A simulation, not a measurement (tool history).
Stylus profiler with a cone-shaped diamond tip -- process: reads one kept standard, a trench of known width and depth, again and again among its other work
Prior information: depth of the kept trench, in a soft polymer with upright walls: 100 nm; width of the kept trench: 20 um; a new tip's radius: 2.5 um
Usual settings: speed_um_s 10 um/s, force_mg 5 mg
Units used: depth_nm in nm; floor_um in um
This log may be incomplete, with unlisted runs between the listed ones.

run	hour	speed_um_s	force_mg	depth_nm	floor_um
1	0	10	5	101.22	18.05
2	16.3	10	5	101.43	18.02
3	28	10	5	101.4	18.05
4	35.8	10	5	101.33	18.08
5	43.9	10	5	101.4	18.01
# hour 46: height scale calibrated on a step standard
6	53.3	10	5	101.55	18.04
7	63.2	10	5	101.46	18.06
8	74.7	5	7.74	101.95	18.04
9	92.5	7	3.24	101.25	18.06

For run 10, what comes out?
10	103.4	5	6.64	?	?

Run 10 yielded depth_nm 101.82 nm, floor_um 18.07 um.
Minus the tool's unlogged condition, the same run would have read depth_nm 101.45 nm, floor_um 18.61 um.

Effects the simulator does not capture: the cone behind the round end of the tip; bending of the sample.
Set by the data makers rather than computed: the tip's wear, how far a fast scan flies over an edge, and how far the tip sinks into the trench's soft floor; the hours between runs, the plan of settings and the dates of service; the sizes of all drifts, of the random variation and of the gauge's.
